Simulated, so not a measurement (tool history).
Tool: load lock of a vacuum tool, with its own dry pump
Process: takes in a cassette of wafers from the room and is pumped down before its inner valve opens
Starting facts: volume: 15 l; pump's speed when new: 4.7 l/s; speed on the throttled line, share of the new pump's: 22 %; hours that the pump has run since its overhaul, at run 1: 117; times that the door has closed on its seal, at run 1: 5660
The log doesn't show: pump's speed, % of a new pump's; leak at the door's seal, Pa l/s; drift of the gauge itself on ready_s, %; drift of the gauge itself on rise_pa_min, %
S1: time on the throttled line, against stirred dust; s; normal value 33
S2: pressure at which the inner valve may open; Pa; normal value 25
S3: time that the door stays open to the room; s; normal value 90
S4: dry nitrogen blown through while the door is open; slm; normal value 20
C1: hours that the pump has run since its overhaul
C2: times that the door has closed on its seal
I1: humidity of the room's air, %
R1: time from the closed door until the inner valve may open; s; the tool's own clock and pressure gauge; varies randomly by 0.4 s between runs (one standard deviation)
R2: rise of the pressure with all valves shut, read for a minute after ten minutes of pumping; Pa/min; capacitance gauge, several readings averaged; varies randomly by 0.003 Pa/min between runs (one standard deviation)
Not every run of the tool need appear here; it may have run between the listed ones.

| run | day | S1 | S2 | S3 | S4 | C1 | C2 | I1 | R1 | R2 |
|---|---|---|---|---|---|---|---|---|---|---|
| 1 | 0.000 | 33 | 25 | 90 | 20 | 117 | 5660 | 45.6 | 53.1 | 0.074 |
| 2 | 4.358 | 33 | 25 | 90 | 20 | 222 | 5855 | 46.4 | 52.1 | 0.064 |
| 3 | 7.708 | 33 | 25 | 90 | 20 | 302 | 6006 | 48.0 | 52.0 | 0.076 |
| 4 | 11.804 | 26 | 25 | 90 | 20 | 400 | 6189 | 45.1 | 47.1 | 0.074 |
| 5 | 16.483 | 26 | 25 | 90 | 20 | 513 | 6399 | 43.1 | 47.0 | 0.072 |
| 6 | 19.471 | 33 | 25 | 90 | 20 | 584 | 6533 | 46.8 | 52.1 | 0.077 |
| 7 | 23.412 | 33 | 25 | 90 | 20 | 679 | 6710 | 42.1 | 51.9 | 0.074 |
| 8 | 25.600 | 33 | 25 | 90 | 20 | 732 | 6808 | 43.6 | 52.6 | 0.075 |
| 9 | 27.862 | 31 | 25 | 90 | 20 | 786 | 6910 | 44.4 | 50.7 | 0.074 |
| 10 | 32.242 | 48 | 25 | 90 | 20 | 891 | 7106 | 43.6 | 63.8 | 0.082 |
| 11 | 35.883 | 48 | 25 | 90 | 20 | 978 | 7270 | 45.4 | 64.6 | 0.081 |
| 12 | 39.750 | 50 | 25 | 90 | 20 | 1071 | 7443 | 46.9 | 65.5 | 0.081 |
| 13 | 41.762 | 33 | 25 | 90 | 20 | 1119 | 7533 | 45.5 | 52.7 | 0.085 |
| 14 | 44.492 | 29 | 25 | 90 | 20 | 1185 | 7656 | 44.0 | 48.9 | 0.083 |
| 15 | 47.254 | 33 | 25 | 90 | 20 | 1251 | 7780 | 46.3 | 53.1 | 0.084 |
| 16 | 51.429 | 33 | 25 | 33 | 20 | 1351 | 7967 | 42.2 | 52.8 | 0.081 |
| 17 | 54.150 | 51 | 25 | 90 | 20 | 1417 | 8089 | 45.5 | 66.7 | 0.092 |
| 18 | 56.954 | 51 | 25 | 90 | 20 | 1484 | 8215 | 41.6 | 67.3 | 0.087 |
| 19 | 61.046 | 33 | 25 | 50 | 20 | 1582 | 8399 | 45.0 | 52.8 | 0.090 |
| 20 | 65.754 | 33 | 25 | 50 | 20 | 1695 | 8610 | 42.1 | 53.2 | 0.084 |
| 21 | 70.446 | 32 | 28 | 30 | 8 | 1808 | 8820 | 46.5 | 51.7 | 0.103 |
| 22 | 72.517 | 33 | 37 | 55 | 20 | 1858 | 8913 | 44.3 | 51.4 | 0.092 |
| 23 | 74.908 | 33 | 37 | 55 | 20 | 1915 | 9021 | 46.3 | 50.8 | 0.091 |
| 24 | 77.204 | 33 | 37 | 55 | 20 | 1970 | 9124 | 45.6 | 51.3 | 0.095 |
| 25 | 79.954 | 33 | 37 | 151 | 21 | 2036 | 9247 | 43.8 | 51.6 | 0.099 |
| 26 | 83.488 | 33 | 37 | 151 | 21 | 2121 | 9406 | 47.1 | 51.4 | 0.105 |
| 27 | 86.975 | 33 | 42 | 106 | 21 | 2205 | 9562 | 42.0 | 51.3 | 0.099 |
| 28 | 90.096 | 33 | 42 | 106 | 21 | 2279 | 9702 | 42.5 | 50.4 | 0.099 |
| 29 | 93.983 | 36 | 49 | 46 | 12 | 2373 | 9877 | 43.3 | 53.7 | 0.107 |
| 30 | 96.746 | 24 | 19 | 90 | 5 | 2439 | 10000 | 43.1 | 46.7 | 0.131 |
| 31 | 100.292 | 35 | 25 | 45 | 9 | 2524 | 10159 | 45.4 | 53.8 | 0.114 |
| 32 | 104.858 | 35 | 25 | 45 | 9 | 2634 | 10364 | 43.2 | 54.2 | 0.112 |
| 33 | 108.325 | 35 | 33 | 56 | 27 | 2717 | 10520 | 47.9 | 53.7 | 0.107 |
| 34 | 112.100 | 29 | 35 | 133 | 27 | 2808 | 10689 | 43.8 | 48.6 | 0.112 |
| 35 | 115.608 | 33 | 25 | 40 | 20 | 2892 | 10847 | 42.2 | 53.0 | 0.104 |
| 36 | 118.738 | 37 | 30 | 90 | 8 | 2967 | 10987 | 48.5 | 55.7 | 0.138 |

Same runs, no hidden state in the tool, same run-to-run variation:
| run | R1 | R2 |
|---|---|---|
| 1 | 53.1 | 0.042 |
| 2 | 52.1 | 0.031 |
| 3 | 52.0 | 0.042 |
| 4 | 47.1 | 0.039 |
| 5 | 46.9 | 0.036 |
| 6 | 52.0 | 0.038 |
| 7 | 51.9 | 0.034 |
| 8 | 52.5 | 0.034 |
| 9 | 50.6 | 0.032 |
| 10 | 63.7 | 0.039 |
| 11 | 64.4 | 0.036 |
| 12 | 65.3 | 0.036 |
| 13 | 52.5 | 0.037 |
| 14 | 48.7 | 0.035 |
| 15 | 52.9 | 0.035 |
| 16 | 52.6 | 0.030 |
| 17 | 66.5 | 0.040 |
| 18 | 67.1 | 0.035 |
| 19 | 52.6 | 0.036 |
| 20 | 52.9 | 0.028 |
| 21 | 51.4 | 0.044 |
| 22 | 51.1 | 0.032 |
| 23 | 50.5 | 0.030 |
| 24 | 51.0 | 0.033 |
| 25 | 51.3 | 0.036 |
| 26 | 51.1 | 0.040 |
| 27 | 51.0 | 0.032 |
| 28 | 50.1 | 0.032 |
| 29 | 53.3 | 0.038 |
| 30 | 46.3 | 0.060 |
| 31 | 53.4 | 0.042 |
| 32 | 53.8 | 0.038 |
| 33 | 53.3 | 0.032 |
| 34 | 48.1 | 0.035 |
| 35 | 52.5 | 0.025 |
| 36 | 55.3 | 0.058 |

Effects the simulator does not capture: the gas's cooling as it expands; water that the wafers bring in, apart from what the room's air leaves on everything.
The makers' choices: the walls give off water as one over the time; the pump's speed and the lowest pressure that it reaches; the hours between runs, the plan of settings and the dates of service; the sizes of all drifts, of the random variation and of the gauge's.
